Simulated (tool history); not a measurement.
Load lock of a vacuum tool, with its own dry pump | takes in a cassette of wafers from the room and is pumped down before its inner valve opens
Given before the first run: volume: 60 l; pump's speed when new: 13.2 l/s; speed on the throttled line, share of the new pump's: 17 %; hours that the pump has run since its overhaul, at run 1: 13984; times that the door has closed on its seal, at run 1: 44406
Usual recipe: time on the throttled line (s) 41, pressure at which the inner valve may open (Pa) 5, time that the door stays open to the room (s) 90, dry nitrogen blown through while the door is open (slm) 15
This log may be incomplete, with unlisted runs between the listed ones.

run,hour,time on the throttled line (s),pressure at which the inner valve may open (Pa),time that the door stays open to the room (s),dry nitrogen blown through while the door is open (slm),hours that the pump has run since its overhaul,times that the door has closed on its seal,"incoming humidity of the room's air, %",time from the closed door until the inner valve may open (s),rise of the pressure with all valves shut (Pa/min)
1,0,41,5,90,15,13984,44406,47.6,84.1,0.145
2,262.9,41,5,90,15,14247,45025,44.2,85.3,0.15
3,765.4,41,5,90,15,14750,46208,46.3,86.7,0.153
4,1125.9,41,5,90,15,15110,47057,44.7,85.8,0.161
5,1489.1,41,5,205,15,15473,47912,49.2,87.2,0.208
6,2080.3,41,5,205,15,16064,49304,44.8,86,0.207
7,2334.8,41,5,205,15,16319,49904,43.4,87.3,0.216
8,2686,41,5,205,15,16670,50730,46.1,86.6,0.217
9,3263.2,41,5,205,15,17247,52089,45.5,87.6,0.219
10,3731.1,41,5,205,15,17715,53191,44.5,86.4,0.219
11,4351.9,41,5,90,15,18336,54652,45.9,87.9,0.184
12,4614.5,41,5,90,12,18599,55271,45.1,87.7,0.191
# hour 4946.3: door's seal changed, seat wiped
13,5130.5,20,5,90,15,19113,433,44.3,71.2,0.05
14,5618,20,5,90,15,19601,1581,46.4,71.3,0.058
15,6140,41,5,144,12,20123,2810,43.9,87.8,0.085
16,6746.7,41,8,90,12,20729,4238,43.7,84.3,0.056

Run 17 comes next. What will it give?
17,7049.5,41,7,90,29,21032,4951,44.6,?,?

time from the closed door until the inner valve may open (s): 86.6
rise of the pressure with all valves shut (Pa/min): 0.045
The same run, on a tool lacking any hidden state, would have yielded time from the closed door until the inner valve may open (s) 78.5, rise of the pressure with all valves shut (Pa/min) 0.04.
